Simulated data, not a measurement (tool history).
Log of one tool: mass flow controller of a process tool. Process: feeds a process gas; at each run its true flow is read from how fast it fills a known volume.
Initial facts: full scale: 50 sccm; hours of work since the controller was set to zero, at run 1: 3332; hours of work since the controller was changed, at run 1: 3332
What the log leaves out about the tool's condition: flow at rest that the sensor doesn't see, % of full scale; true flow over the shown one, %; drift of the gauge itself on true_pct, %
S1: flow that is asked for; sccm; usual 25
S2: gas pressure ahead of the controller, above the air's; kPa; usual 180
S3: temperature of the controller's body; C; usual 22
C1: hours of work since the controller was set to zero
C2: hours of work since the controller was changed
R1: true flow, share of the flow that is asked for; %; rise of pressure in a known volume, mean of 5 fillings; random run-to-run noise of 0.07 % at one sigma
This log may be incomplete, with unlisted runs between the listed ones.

run     hour  S1   S2  S3    C1    C2      R1
  1      0.0  25  180  22  3332  3332  101.01
  2    239.2  25  180  22  3499  3499  101.14
  3    480.7  30  180  22  3669  3669  101.56
  4    658.2  30  233  22  3794  3794  101.78
  5    893.1  25  180  22  3958  3958  101.41
  6   1129.2  14  180  22  4124  4124  100.43
  7   1368.8  25  180  22  4292  4292  101.64
  8   1505.5  25  180  38  4388  4388  101.03
  9   1624.1  25  180  38  4471  4471  101.07
      1736.4  -- controller's zero set anew
 10   1852.7  25  180  22    82  4631  102.45
 11   2133.5  25  180  22   279  4828  102.53
 12   2399.1  25  178  22   465  5015  102.66
 13   2674.5  20  180  22   658  5208  102.55
 14   2869.7  25  227  22   795  5345  102.83
 15   3133.6  25  174  22   980  5530  102.83
 16   3429.1  25  180  22  1188  5738  102.93
 17   3675.7  25  150  22  1361  5911  102.98
 18   3865.9  25  150  22  1494  6044  103.11
 19   4158.6  25  150  22  1700  6250  103.18
      4361.3  -- controller exchanged for a calibrated one
 20   4417.1  25  150  27    39    39   99.04
 21   4663.4  25  150  27   212   212   99.09
 22   4896.7  25  150  27   376   376   99.19
 23   5138.8  25  180  22   546   546   99.47
 24   5422.1  25  209  22   744   744   99.69
 25   5657.8  25  225  20   910   910   99.89
 26   5861.6  45  279  23  1053  1053  100.83
 27   6143.3  25  192  35  1251  1251   99.25
 28   6433.3  15  192  38  1454  1454   98.82
 29   6662.4  17  189  38  1615  1615   99.08
 30   6936.5  12  143  25  1807  1807   99.16
 31   7161.6   9  235  22  1965  1965   99.13
 32   7394.0   9  235  22  2128  2128   99.14
 33   7527.4   9  161  37  2222  2222   98.47
 34   7750.6   9  161  37  2379  2379   98.50
 35   8038.5   6  161  21  2580  2580   98.42
 36   8241.2  16  180  20  2723  2723  100.08
 37   8429.7  25  143  24  2855  2855  100.57
 38   8652.4  38  141  24  3011  3011  101.26
 39   8880.8  38  141  24  3172  3172  101.37
 40   9014.0   8  180  28  3265  3265   98.91
 41   9290.0   8  180  28  3459  3459   98.99
 42   9585.1   8  180  28  3666  3666   98.97
 43   9750.8   8  170  32  3782  3782   98.76
 44   9985.5  14  142  31  3947  3947   99.92
 45  10165.7  14  142  33  4073  4073   99.97
 46  10317.5  14  142  33  4180  4180   99.86
 47  10543.3  23  146  32  4338  4338  100.90
 48  10807.4  23  146  32  4524  4524  100.99

Results for each run, recomputed without the tool's hidden state and with each run's random variation untouched:
run      R1
  1   99.08
  2   99.12
  3   99.35
  4   99.50
  5   99.13
  6   98.58
  7   99.19
  8   98.53
  9   98.53
 10   99.15
 11   99.13
 12   99.17
 13   98.98
 14   99.17
 15   99.07
 16   99.08
 17   99.04
 18   99.09
 19   99.06
 20   98.90
 21   98.87
 22   98.88
 23   99.08
 24   99.21
 25   99.32
 26  100.11
 27   98.51
 28   98.14
 29   98.28
 30   98.46
 31   98.58
 32   98.54
 33   97.85
 34   97.84
 35   98.26
 36   98.82
 37   99.02
 38   99.48
 39   99.49
 40   98.17
 41   98.23
 42   98.15
 43   97.91
 44   98.25
 45   98.25
 46   98.10
 47   98.62
 48   98.62
